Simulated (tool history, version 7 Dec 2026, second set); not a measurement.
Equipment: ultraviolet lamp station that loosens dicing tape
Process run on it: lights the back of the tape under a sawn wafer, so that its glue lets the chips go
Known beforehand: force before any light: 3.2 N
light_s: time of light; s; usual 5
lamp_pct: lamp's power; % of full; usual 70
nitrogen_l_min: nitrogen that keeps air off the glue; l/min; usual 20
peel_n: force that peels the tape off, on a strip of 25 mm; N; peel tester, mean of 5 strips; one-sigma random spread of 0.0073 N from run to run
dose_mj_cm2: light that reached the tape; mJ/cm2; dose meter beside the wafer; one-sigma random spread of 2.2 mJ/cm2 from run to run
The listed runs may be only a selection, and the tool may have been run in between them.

run,hour,light_s,lamp_pct,nitrogen_l_min,peel_n,dose_mj_cm2
1,0.0,5,70,20,0.369,149
2,31.4,5,70,20,0.383,158
3,56.8,5,70,20,0.379,155
4,83.3,5,70,20,0.393,150
5,99.7,5,70,20,0.394,152
6,132.3,5,70,20,0.411,149
# hour 136.1: window cleaned of glue's vapour
7,153.3,5,70,20,0.414,150
8,181.9,5,70,20,0.402,146
9,198.7,5,70,20,0.444,146
10,226.0,5,93,20,0.256,193
11,252.4,5,93,20,0.275,190
12,276.6,5,93,20,0.259,192
13,300.7,2,100,17,1.001,77
14,337.8,2,100,17,1.005,75
15,357.5,2,100,17,1.007,75

Below are 4 alternative next runs, each starting from the tool's condition after run 15. Predict each:
# hour 361.2: window cleaned of glue's vapour, once more
A,381.4,5,79,9,?,?
# hour 361.2: window cleaned of glue's vapour, once more
B,381.4,2,60,9,?,?
# hour 361.2: window cleaned of glue's vapour, once more
C,381.4,2,77,32,?,?
# hour 361.2: window cleaned of glue's vapour, once more
D,381.4,5,66,40,?,?

run,peel_n,dose_mj_cm2
A,0.479,175
B,1.722,53
C,1.020,66
D,0.330,147
With the hidden condition removed and each run's random variation left untouched, the same runs would have given:
run,peel_n,dose_mj_cm2
A,0.324,222
B,1.459,67
C,0.766,84
D,0.230,186
